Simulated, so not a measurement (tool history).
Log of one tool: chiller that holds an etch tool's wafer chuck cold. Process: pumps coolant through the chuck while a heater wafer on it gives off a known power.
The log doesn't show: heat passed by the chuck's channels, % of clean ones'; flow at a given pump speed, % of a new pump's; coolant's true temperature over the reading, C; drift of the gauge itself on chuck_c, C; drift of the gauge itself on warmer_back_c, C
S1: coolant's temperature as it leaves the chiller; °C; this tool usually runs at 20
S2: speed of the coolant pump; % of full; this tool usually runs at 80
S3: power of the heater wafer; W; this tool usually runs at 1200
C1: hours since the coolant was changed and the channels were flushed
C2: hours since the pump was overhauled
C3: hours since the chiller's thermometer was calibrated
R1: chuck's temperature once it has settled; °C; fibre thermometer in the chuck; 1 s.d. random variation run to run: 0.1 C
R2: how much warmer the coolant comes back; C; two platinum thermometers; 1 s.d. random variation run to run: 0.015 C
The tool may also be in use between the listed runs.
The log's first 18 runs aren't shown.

run 19 hour=565.2 | S1=21 S2=62 S3=786 | C1=1244 C2=1105 C3=67 | R1=28 R2=2.77
run 20 hour=592.3 | S1=10 S2=80 S3=1200 | C1=1271 C2=1132 C3=94 | R1=18.4 R2=3.21
run 21 hour=622.6 | S1=12 S2=61 S3=1174 | C1=1301 C2=1162 C3=124 | R1=22.3 R2=4.21
run 22 hour=663.6 | S1=12 S2=61 S3=1174 | C1=1342 C2=1203 C3=165 | R1=22.4 R2=4.18
run 23 hour=709.6 | S1=21 S2=74 S3=1200 | C1=1388 C2=1249 C3=211 | R1=29.9 R2=3.43
run 24 hour=760.1 | S1=21 S2=97 S3=1553 | C1=1438 C2=1300 C3=262 | R1=29.8 R2=3.31
run 25 hour=799.1 | S1=20 S2=76 S3=694 | C1=1477 C2=1339 C3=301 | R1=25.1 R2=1.82
run 26 hour=820.9 | S1=14 S2=64 S3=1162 | C1=1499 C2=1360 C3=323 | R1=23.8 R2=3.87
run 27 hour=867.7 | S1=28 S2=92 S3=1162 | C1=1546 C2=1407 C3=369 | R1=35 R2=2.5
run 28 hour=913.5 | S1=23 S2=80 S3=1200 | C1=1592 C2=1453 C3=415 | R1=31.2 R2=3.03
run 29 hour=943.7 | S1=10 S2=69 S3=1200 | C1=1622 C2=1483 C3=446 | R1=19.3 R2=3.59
run 30 hour=984.3 | S1=15 S2=65 S3=612 | C1=1663 C2=1524 C3=486 | R1=20.2 R2=1.81
run 31 hour=1021.8 | S1=20 S2=93 S3=1200 | C1=1700 C2=1561 C3=524 | R1=27.1 R2=2.49

Alternative continuations, all from the tool just after run 31; predict every row:
run A hour=1071.5 | S1=14 S2=84 S3=1200 | C1=1750 C2=1611 C3=573 | R1=? R2=?
run B hour=1071.5 | S1=20 S2=95 S3=795 | C1=1750 C2=1611 C3=573 | R1=? R2=?
run C hour=1071.5 | S1=27 S2=63 S3=1200 | C1=1750 C2=1611 C3=573 | R1=? R2=?
run D hour=1071.5 | S1=21 S2=97 S3=894 | C1=1750 C2=1611 C3=573 | R1=? R2=?
run E hour=1071.5 | S1=14 S2=93 S3=1430 | C1=1750 C2=1611 C3=573 | R1=? R2=?

run=A R1=21.8 R2=2.79
run=B R1=24.4 R2=1.49
run=C R1=37.3 R2=3.93
run=D R1=26.1 R2=1.66
run=E R1=22.5 R2=2.99
Take away the tool's hidden state, keep each run's random variation, and the runs would have read:
run=A R1=21.8 R2=3.1
run=B R1=24.4 R2=1.8
run=C R1=37.3 R2=4.25
run=D R1=26.1 R2=1.98
run=E R1=22.5 R2=3.31
